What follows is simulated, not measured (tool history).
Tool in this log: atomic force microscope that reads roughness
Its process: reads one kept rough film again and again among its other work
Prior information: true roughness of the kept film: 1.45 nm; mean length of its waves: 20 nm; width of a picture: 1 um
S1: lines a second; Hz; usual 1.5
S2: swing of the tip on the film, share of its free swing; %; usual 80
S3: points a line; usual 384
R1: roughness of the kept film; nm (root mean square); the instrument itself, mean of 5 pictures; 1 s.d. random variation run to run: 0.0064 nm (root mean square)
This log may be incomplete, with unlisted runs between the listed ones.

| run | day | S1 | S2 | S3 | R1 |
|---|---|---|---|---|---|
| 1 | 0 | 1.5 | 80 | 384 | 1.071 |
| 2 | 0.321 | 1.5 | 80 | 384 | 1.059 |
|  | 0.438 | new tip fitted |
| 3 | 0.817 | 1.5 | 66 | 384 | 1.269 |
| 4 | 1.112 | 1.5 | 66 | 384 | 1.262 |
|  | 1.188 | height scale calibrated on a step standard |
| 5 | 1.471 | 0.54 | 66 | 384 | 1.278 |
| 6 | 1.929 | 1.5 | 90 | 384 | 1.153 |
| 7 | 2.321 | 1.5 | 90 | 384 | 1.142 |
|  | 2.512 | height scale calibrated on a step standard, once more |
| 8 | 2.829 | 1.5 | 90 | 384 | 1.12 |
| 9 | 3.238 | 0.62 | 72 | 626 | 1.223 |
| 10 | 3.712 | 2.92 | 73 | 853 | 1.126 |
| 11 | 4.05 | 2.92 | 73 | 853 | 1.125 |
| 12 | 4.404 | 0.94 | 73 | 276 | 1.147 |
| 13 | 4.646 | 1.31 | 80 | 384 | 1.134 |
| 14 | 5.146 | 1.31 | 80 | 384 | 1.109 |
| 15 | 5.567 | 1.31 | 80 | 384 | 1.099 |

Below, some changes in R1 between adjacent runs. For each, the amount present without the hidden state too (settings, incoming material, random variation) and the amount remaining for the hidden state with gauge scatter not shared by both compared results:
The tool's hidden condition here consists of: radius of the tip, nm; height scale over the true one, %; drift of the gauge itself on roughness_nm, %.
Run 2 -> 3: S2 80 -> 66, new tip fitted. R1 +0.21 nm (root mean square): hidden state +0.166, all else +0.044.
